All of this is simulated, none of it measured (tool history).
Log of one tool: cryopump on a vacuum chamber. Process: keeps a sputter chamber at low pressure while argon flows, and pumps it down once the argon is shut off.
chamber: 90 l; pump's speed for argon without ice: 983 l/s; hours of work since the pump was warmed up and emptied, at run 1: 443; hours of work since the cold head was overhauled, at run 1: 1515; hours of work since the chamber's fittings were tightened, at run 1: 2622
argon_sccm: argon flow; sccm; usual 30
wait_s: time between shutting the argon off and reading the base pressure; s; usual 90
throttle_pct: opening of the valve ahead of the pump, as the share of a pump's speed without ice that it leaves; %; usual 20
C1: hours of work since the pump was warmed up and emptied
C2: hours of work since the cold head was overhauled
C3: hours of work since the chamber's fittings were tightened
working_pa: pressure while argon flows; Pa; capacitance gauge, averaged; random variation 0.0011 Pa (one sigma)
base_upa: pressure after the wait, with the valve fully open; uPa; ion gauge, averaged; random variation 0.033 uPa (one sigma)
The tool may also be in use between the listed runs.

Run 1, hour 0.0: usual settings; C1 443; C2 1515; C3 2622. Result: working_pa 0.2795 Pa, base_upa 6.02 uPa.
Run 2, hour 77.3: usual settings; C1 495; C2 1567; C3 2674. Result: working_pa 0.2836 Pa, base_upa 6.09 uPa.
At hour 131.4: pump warmed up, emptied and cooled again.
Run 3, hour 159.9: usual settings but argon_sccm 15 sccm; C1 19; C2 1619; C3 2726. Result: working_pa 0.1299 Pa, base_upa 4.74 uPa.
Run 4, hour 224.1: usual settings but argon_sccm 15 sccm; C1 62; C2 1662; C3 2769. Result: working_pa 0.1318 Pa, base_upa 5.12 uPa.
Run 5, hour 292.9: usual settings but argon_sccm 15 sccm; C1 109; C2 1709; C3 2815. Result: working_pa 0.1298 Pa, base_upa 5.15 uPa.
Run 6, hour 330.0: usual settings but argon_sccm 15 sccm; C1 134; C2 1734; C3 2840. Result: working_pa 0.1321 Pa, base_upa 5.29 uPa.
Run 7, hour 410.5: usual settings; C1 188; C2 1788; C3 2894. Result: working_pa 0.2676 Pa, base_upa 5.56 uPa.
Run 8, hour 471.6: usual settings but throttle_pct 16 %; C1 229; C2 1829; C3 2935. Result: working_pa 0.3334 Pa, base_upa 5.73 uPa.
Run 9, hour 548.1: usual settings but throttle_pct 16 %; C1 280; C2 1880; C3 2987. Result: working_pa 0.3340 Pa, base_upa 6.05 uPa.
At hour 582.9: leaking fittings of the chamber tightened, without venting.
Run 10, hour 595.8: usual settings but argon_sccm 28 sccm, throttle_pct 16 %; C1 311; C2 1911; C3 9. Result: working_pa 0.3129 Pa, base_upa 1.90 uPa.
Run 11, hour 650.4: usual settings but argon_sccm 28 sccm, throttle_pct 16 %; C1 348; C2 1948; C3 45. Result: working_pa 0.3145 Pa, base_upa 1.94 uPa.
Run 12, hour 722.3: usual settings but argon_sccm 28 sccm, throttle_pct 16 %; C1 396; C2 1996; C3 94. Result: working_pa 0.3201 Pa, base_upa 2.08 uPa.
Run 13, hour 802.6: usual settings but throttle_pct 24 %; C1 450; C2 2050; C3 148. Result: working_pa 0.2370 Pa, base_upa 2.16 uPa.
Run 14, hour 839.5: usual settings but throttle_pct 18 %; C1 475; C2 2075; C3 173. Result: working_pa 0.3110 Pa, base_upa 2.20 uPa.
Run 15, hour 874.6: usual settings but argon_sccm 28 sccm, wait_s 33 s, throttle_pct 37 %; C1 498; C2 2098; C3 196. Result: working_pa 0.1538 Pa, base_upa 4.83 uPa.

Run 16 comes next. What will it give?
At hour 927.2: pump warmed up, emptied and cooled again.
Run 16, hour 945.7: usual settings but argon_sccm 28 sccm, wait_s 33 s, throttle_pct 37 %; C1 12; C2 2143; C3 241. Result: working_pa ?, base_upa ?.

working_pa: 0.1316 Pa
base_upa: 4.53 uPa
Without the tool's hidden state the same run would have given working_pa 0.1303 Pa, base_upa 4.21 uPa.

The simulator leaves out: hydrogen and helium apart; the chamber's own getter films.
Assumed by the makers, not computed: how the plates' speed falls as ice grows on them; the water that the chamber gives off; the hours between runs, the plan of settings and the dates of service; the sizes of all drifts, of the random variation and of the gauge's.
